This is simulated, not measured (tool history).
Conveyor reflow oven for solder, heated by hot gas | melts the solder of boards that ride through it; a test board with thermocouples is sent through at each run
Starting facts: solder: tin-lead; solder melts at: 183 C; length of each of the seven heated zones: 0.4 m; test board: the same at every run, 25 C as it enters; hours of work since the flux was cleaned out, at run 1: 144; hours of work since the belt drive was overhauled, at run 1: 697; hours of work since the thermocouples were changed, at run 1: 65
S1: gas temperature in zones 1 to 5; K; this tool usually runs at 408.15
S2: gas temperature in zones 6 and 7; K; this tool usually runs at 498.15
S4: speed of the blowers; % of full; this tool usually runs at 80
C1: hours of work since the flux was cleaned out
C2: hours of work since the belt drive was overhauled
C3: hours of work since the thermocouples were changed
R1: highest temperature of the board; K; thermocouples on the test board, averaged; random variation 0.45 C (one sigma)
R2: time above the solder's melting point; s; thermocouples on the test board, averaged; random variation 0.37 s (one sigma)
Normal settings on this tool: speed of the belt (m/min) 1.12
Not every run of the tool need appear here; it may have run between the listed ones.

run 1 hour=0 | S1=408.15 S2=498.15 speed_of_the_belt_(m/min)=1.12 S4=80 | C1=144 C2=697 C3=65 | R1=477.35 R2=23.8
-- hour=30 flux residue cleaned out of gas plates and filters
run 2 hour=64.1 | S1=408.15 S2=498.15 speed_of_the_belt_(m/min)=0.93 S4=80 | C1=21 C2=734 C3=102 | R1=482.15 R2=33.4
run 3 hour=106.6 | S1=408.15 S2=498.15 speed_of_the_belt_(m/min)=1.12 S4=70 | C1=47 C2=760 C3=128 | R1=473.75 R2=20.4
-- hour=180.5 belt drive overhauled, speed set with a stopwatch
-- hour=190.4 flux residue cleaned out of gas plates and filters, once more
run 4 hour=190.4 | S1=408.15 S2=498.15 speed_of_the_belt_(m/min)=1.12 S4=70 | C1=0 C2=3 C3=174 | R1=475.85 R2=22.8
run 5 hour=228 | S1=408.15 S2=498.15 speed_of_the_belt_(m/min)=1.12 S4=80 | C1=23 C2=26 C3=197 | R1=478.05 R2=24.7
run 6 hour=299.2 | S1=408.15 S2=498.15 speed_of_the_belt_(m/min)=1.12 S4=80 | C1=67 C2=70 C3=241 | R1=477.75 R2=24.7
run 7 hour=373.1 | S1=408.15 S2=498.15 speed_of_the_belt_(m/min)=1.12 S4=80 | C1=112 C2=115 C3=286 | R1=476.35 R2=22.7
-- hour=452.3 flux residue cleaned out of gas plates and filters
run 8 hour=452.3 | S1=408.15 S2=498.15 speed_of_the_belt_(m/min)=1.12 S4=80 | C1=0 C2=161 C3=332 | R1=478.35 R2=24.5
run 9 hour=513.2 | S1=408.15 S2=498.15 speed_of_the_belt_(m/min)=1 S4=80 | C1=37 C2=199 C3=370 | R1=481.35 R2=30.3
run 10 hour=566.2 | S1=408.15 S2=498.15 speed_of_the_belt_(m/min)=1.12 S4=80 | C1=70 C2=231 C3=402 | R1=477.25 R2=24.3
run 11 hour=624 | S1=408.15 S2=498.15 speed_of_the_belt_(m/min)=1.12 S4=80 | C1=106 C2=267 C3=438 | R1=476.85 R2=23.2
run 12 hour=687.6 | S1=408.15 S2=498.15 speed_of_the_belt_(m/min)=1.12 S4=80 | C1=145 C2=306 C3=477 | R1=477.15 R2=23.1
-- hour=716.6 flux residue cleaned out of gas plates and filters
run 13 hour=741.6 | S1=408.15 S2=498.15 speed_of_the_belt_(m/min)=1.12 S4=80 | C1=15 C2=336 C3=507 | R1=477.45 R2=23.8
run 14 hour=777.1 | S1=422.15 S2=498.15 speed_of_the_belt_(m/min)=1.12 S4=80 | C1=37 C2=358 C3=529 | R1=481.15 R2=29.5
run 15 hour=833.5 | S1=408.15 S2=498.15 speed_of_the_belt_(m/min)=1.12 S4=80 | C1=72 C2=393 C3=564 | R1=476.55 R2=23
run 16 hour=917.5 | S1=406.15 S2=499.15 speed_of_the_belt_(m/min)=1.12 S4=61 | C1=124 C2=444 C3=615 | R1=471.45 R2=18.2
-- hour=979.4 flux residue cleaned out of gas plates and filters
run 17 hour=985.4 | S1=406.15 S2=499.15 speed_of_the_belt_(m/min)=1.12 S4=61 | C1=4 C2=483 C3=654 | R1=472.55 R2=19.8
run 18 hour=1024.6 | S1=420.15 S2=501.15 speed_of_the_belt_(m/min)=1.12 S4=80 | C1=28 C2=507 C3=678 | R1=482.45 R2=29.9
run 19 hour=1089.2 | S1=397.15 S2=501.15 speed_of_the_belt_(m/min)=1.12 S4=79 | C1=68 C2=547 C3=718 | R1=476.15 R2=21.1
run 20 hour=1153.4 | S1=397.15 S2=501.15 speed_of_the_belt_(m/min)=1.09 S4=67 | C1=107 C2=587 C3=757 | R1=473.35 R2=19.5
run 21 hour=1198.1 | S1=397.15 S2=501.15 speed_of_the_belt_(m/min)=1.09 S4=67 | C1=135 C2=614 C3=785 | R1=474.25 R2=19.2
-- hour=1244.4 flux residue cleaned out of gas plates and filters
run 22 hour=1252.8 | S1=408.15 S2=498.15 speed_of_the_belt_(m/min)=0.96 S4=80 | C1=5 C2=645 C3=816 | R1=481.55 R2=32.6
run 23 hour=1332.1 | S1=408.15 S2=498.15 speed_of_the_belt_(m/min)=0.96 S4=80 | C1=54 C2=693 C3=864 | R1=480.95 R2=31.9
run 24 hour=1381.7 | S1=408.15 S2=498.15 speed_of_the_belt_(m/min)=0.96 S4=80 | C1=85 C2=724 C3=895 | R1=480.65 R2=31.9
run 25 hour=1420.1 | S1=400.15 S2=488.15 speed_of_the_belt_(m/min)=1.12 S4=80 | C1=108 C2=748 C3=918 | R1=465.45 R2=12.2
run 26 hour=1482.5 | S1=400.15 S2=488.15 speed_of_the_belt_(m/min)=1.12 S4=80 | C1=147 C2=786 C3=957 | R1=464.85 R2=12.7
-- hour=1508.1 flux residue cleaned out of gas plates and filters
-- hour=1519.2 belt drive overhauled, speed set with a stopwatch
run 27 hour=1545.2 | S1=400.15 S2=488.15 speed_of_the_belt_(m/min)=1.12 S4=80 | C1=20 C2=16 C3=990 | R1=466.25 R2=13.7
run 28 hour=1598.4 | S1=400.15 S2=488.15 speed_of_the_belt_(m/min)=1.12 S4=80 | C1=53 C2=49 C3=1023 | R1=465.35 R2=14
run 29 hour=1683.1 | S1=400.15 S2=488.15 speed_of_the_belt_(m/min)=1.12 S4=80 | C1=105 C2=101 C3=1075 | R1=465.05 R2=13.1

5 options for the next run, each taken on its own from the tool as it stands now. Forecast them:
run A hour=1726.7 | S1=400.15 S2=493.15 speed_of_the_belt_(m/min)=1.03 S4=80 | C1=132 C2=128 C3=1102 | R1=? R2=?
run B hour=1726.7 | S1=418.15 S2=498.15 speed_of_the_belt_(m/min)=1.12 S4=80 | C1=132 C2=128 C3=1102 | R1=? R2=?
run C hour=1726.7 | S1=408.15 S2=498.15 speed_of_the_belt_(m/min)=1.15 S4=80 | C1=132 C2=128 C3=1102 | R1=? R2=?
run D hour=1726.7 | S1=408.15 S2=501.15 speed_of_the_belt_(m/min)=1.09 S4=80 | C1=132 C2=128 C3=1102 | R1=? R2=?
run E hour=1726.7 | S1=411.15 S2=498.15 speed_of_the_belt_(m/min)=1.21 S4=80 | C1=132 C2=128 C3=1102 | R1=? R2=?

run=A R1=471.35 R2=21
run=B R1=478.25 R2=25.3
run=C R1=473.85 R2=21
run=D R1=478.25 R2=25.1
run=E R1=473.05 R2=19.7
Had the tool no hidden state, the same runs would have come out as:
run=A R1=475.35 R2=24.4
run=B R1=482.15 R2=27.9
run=C R1=477.85 R2=23.9
run=D R1=482.25 R2=27.7
run=E R1=477.05 R2=22.5
